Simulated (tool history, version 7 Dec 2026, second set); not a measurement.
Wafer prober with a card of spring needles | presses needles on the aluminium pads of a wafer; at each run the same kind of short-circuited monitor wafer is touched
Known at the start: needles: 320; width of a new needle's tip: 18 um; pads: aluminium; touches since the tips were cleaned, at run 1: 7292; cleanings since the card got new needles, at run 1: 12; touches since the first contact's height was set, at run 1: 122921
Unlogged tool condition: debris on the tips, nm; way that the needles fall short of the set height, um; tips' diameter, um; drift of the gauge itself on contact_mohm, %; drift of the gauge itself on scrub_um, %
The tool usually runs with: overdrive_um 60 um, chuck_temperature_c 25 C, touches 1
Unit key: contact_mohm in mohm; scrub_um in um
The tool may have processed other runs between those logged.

| run | hour | overdrive_um | chuck_temperature_c | touches | touches since the tips were cleaned | cleanings since the card got new needles | touches since the first contact's height was set | contact_mohm | scrub_um |
|---|---|---|---|---|---|---|---|---|---|
| 1 | 0.0 | 60 | 25 | 1 | 7292 | 12 | 122921 | 427 | 12.97 |
|  | 5.5 | tips cleaned on abrasive film |
| 2 | 9.4 | 60 | 25 | 1 | 1020 | 13 | 125345 | 315 | 12.97 |
| 3 | 21.0 | 60 | 25 | 1 | 4024 | 13 | 128349 | 408 | 12.97 |
| 4 | 36.1 | 60 | 60 | 1 | 7948 | 13 | 132273 | 419 | 12.95 |
|  | 39.1 | tips cleaned on abrasive film |
| 5 | 46.8 | 60 | 60 | 1 | 1992 | 14 | 135023 | 362 | 12.95 |
| 6 | 59.3 | 60 | 60 | 1 | 5253 | 14 | 138284 | 418 | 12.95 |
| 7 | 71.1 | 43 | 60 | 1 | 8303 | 14 | 141334 | 631 | 9.18 |
|  | 73.9 | tips cleaned on abrasive film |
| 8 | 87.8 | 79 | 60 | 1 | 3591 | 15 | 145649 | 325 | 17.09 |
| 9 | 101.1 | 79 | 60 | 2 | 7052 | 15 | 149110 | 283 | 17.08 |
|  | 108.2 | tips cleaned on abrasive film |
| 10 | 114.3 | 60 | 123 | 1 | 1587 | 16 | 152517 | 352 | 12.93 |
| 11 | 131.9 | 60 | 123 | 1 | 6154 | 16 | 157084 | 423 | 12.88 |
| 12 | 140.4 | 41 | 25 | 1 | 8373 | 16 | 159303 | 691 | 8.71 |
|  | 142.3 | tips cleaned on abrasive film |
| 13 | 158.0 | 67 | 25 | 1 | 4080 | 17 | 163841 | 377 | 14.41 |
| 14 | 170.5 | 60 | 25 | 1 | 7340 | 17 | 167101 | 436 | 12.90 |
|  | 176.1 | tips cleaned on abrasive film |
| 15 | 180.0 | 60 | 25 | 1 | 1023 | 18 | 169541 | 317 | 12.86 |
| 16 | 199.8 | 60 | 25 | 1 | 6169 | 18 | 174687 | 432 | 12.88 |
|  | 210.4 | tips cleaned on abrasive film |
| 17 | 216.3 | 60 | 53 | 2 | 1547 | 19 | 178955 | 301 | 12.85 |
| 18 | 230.3 | 42 | 98 | 2 | 5174 | 19 | 182582 | 482 | 8.89 |
|  | 235.9 | height of the first contact set anew |
| 19 | 239.3 | 42 | 98 | 2 | 7430 | 19 | 871 | 470 | 9.25 |
|  | 245.6 | tips cleaned on abrasive film |
| 20 | 255.2 | 71 | 68 | 3 | 2482 | 20 | 4982 | 258 | 15.61 |
| 21 | 264.1 | 71 | 68 | 3 | 4802 | 20 | 7302 | 261 | 15.56 |
|  | 279.6 | tips cleaned on abrasive film |
| 22 | 281.1 | 46 | 55 | 3 | 370 | 21 | 11682 | 253 | 10.03 |
| 23 | 292.8 | 44 | 32 | 3 | 3409 | 21 | 14721 | 346 | 9.63 |
| 24 | 309.1 | 75 | 31 | 2 | 7645 | 21 | 18957 | 292 | 16.49 |
|  | 314.1 | tips cleaned on abrasive film |
| 25 | 329.3 | 57 | 95 | 1 | 3951 | 22 | 24201 | 428 | 12.46 |
| 26 | 341.7 | 57 | 89 | 1 | 7151 | 22 | 27401 | 445 | 12.50 |
|  | 349.0 | tips cleaned on abrasive film |
| 27 | 349.9 | 49 | 50 | 1 | 255 | 23 | 29527 | 283 | 10.69 |
| 28 | 361.7 | 47 | 115 | 1 | 3305 | 23 | 32577 | 497 | 10.25 |
| 29 | 373.5 | 60 | 41 | 1 | 6368 | 23 | 35640 | 428 | 13.11 |

Hidden condition of the tool, last listed run before each entry between runs versus first listed run after:
Between runs 1 and 2: tips cleaned on abrasive film (hour 5.5)
  debris on the tips, nm: 199.5 -> 94.7; way that the needles fall short of the set height, um: 1 -> 1.07; tips' diameter, um: 18.35 -> 18.38
  measured result minus the result with no hidden state, contact_mohm: +223 -> +108 mohm; scrub_um: -0.22 -> -0.24 um
Between runs 4 and 5: tips cleaned on abrasive film (hour 39.1)
  debris on the tips, nm: 200.6 -> 139.1; way that the needles fall short of the set height, um: 1.07 -> 1.16; tips' diameter, um: 18.38 -> 18.4
  measured result minus the result with no hidden state, contact_mohm: +210 -> +149 mohm; scrub_um: -0.24 -> -0.25 um
Between runs 7 and 8: tips cleaned on abrasive film (hour 73.9)
  debris on the tips, nm: 201.1 -> 177.7; way that the needles fall short of the set height, um: 1.16 -> 1.23; tips' diameter, um: 18.4 -> 18.43
  measured result minus the result with no hidden state, contact_mohm: +406 -> +116 mohm; scrub_um: -0.26 -> -0.27 um
Between runs 9 and 10: tips cleaned on abrasive film (hour 108.2)
  debris on the tips, nm: 200 -> 129.3; way that the needles fall short of the set height, um: 1.23 -> 1.33; tips' diameter, um: 18.43 -> 18.47
  measured result minus the result with no hidden state, contact_mohm: +77 -> +124 mohm; scrub_um: -0.27 -> -0.29 um
Between runs 12 and 13: tips cleaned on abrasive film (hour 142.3)
  debris on the tips, nm: 202 -> 187; way that the needles fall short of the set height, um: 1.33 -> 1.43; tips' diameter, um: 18.47 -> 18.5
  measured result minus the result with no hidden state, contact_mohm: +478 -> +174 mohm; scrub_um: -0.29 -> -0.31 um
Between runs 14 and 15: tips cleaned on abrasive film (hour 176.1)
  debris on the tips, nm: 200.7 -> 98.5; way that the needles fall short of the set height, um: 1.43 -> 1.53; tips' diameter, um: 18.5 -> 18.54
  measured result minus the result with no hidden state, contact_mohm: +231 -> +113 mohm; scrub_um: -0.32 -> -0.34 um
Between runs 16 and 17: tips cleaned on abrasive film (hour 210.4)
  debris on the tips, nm: 197.1 -> 129.6; way that the needles fall short of the set height, um: 1.53 -> 1.63; tips' diameter, um: 18.54 -> 18.57
  measured result minus the result with no hidden state, contact_mohm: +228 -> +88 mohm; scrub_um: -0.34 -> -0.36 um
Between runs 18 and 19: height of the first contact set anew (hour 235.9)
  debris on the tips, nm: 194.5 -> 201; way that the needles fall short of the set height, um: 1.63 -> 0
  measured result minus the result with no hidden state, contact_mohm: +244 -> +233 mohm; scrub_um: -0.36 -> +0.00 um
Between runs 19 and 20: tips cleaned on abrasive film (hour 245.6)
  debris on the tips, nm: 201 -> 158.8; way that the needles fall short of the set height, um: 0 -> 0.08; tips' diameter, um: 18.57 -> 18.6
  measured result minus the result with no hidden state, contact_mohm: +233 -> +44 mohm; scrub_um: +0.00 -> -0.02 um
Between runs 21 and 22: tips cleaned on abrasive film (hour 279.6)
  debris on the tips, nm: 191.8 -> 46.3; way that the needles fall short of the set height, um: 0.08 -> 0.15; tips' diameter, um: 18.6 -> 18.62
  measured result minus the result with no hidden state, contact_mohm: +53 -> +30 mohm; scrub_um: -0.02 -> -0.04 um
Between runs 24 and 25: tips cleaned on abrasive film (hour 314.1)
  debris on the tips, nm: 201.3 -> 184.4; way that the needles fall short of the set height, um: 0.15 -> 0.25; tips' diameter, um: 18.62 -> 18.66
  measured result minus the result with no hidden state, contact_mohm: +89 -> +204 mohm; scrub_um: -0.03 -> -0.06 um
Between runs 26 and 27: tips cleaned on abrasive film (hour 349.0)
  debris on the tips, nm: 200.1 -> 39.7; way that the needles fall short of the set height, um: 0.25 -> 0.31; tips' diameter, um: 18.66 -> 18.68
  measured result minus the result with no hidden state, contact_mohm: +223 -> +65 mohm; scrub_um: -0.05 -> -0.07 um

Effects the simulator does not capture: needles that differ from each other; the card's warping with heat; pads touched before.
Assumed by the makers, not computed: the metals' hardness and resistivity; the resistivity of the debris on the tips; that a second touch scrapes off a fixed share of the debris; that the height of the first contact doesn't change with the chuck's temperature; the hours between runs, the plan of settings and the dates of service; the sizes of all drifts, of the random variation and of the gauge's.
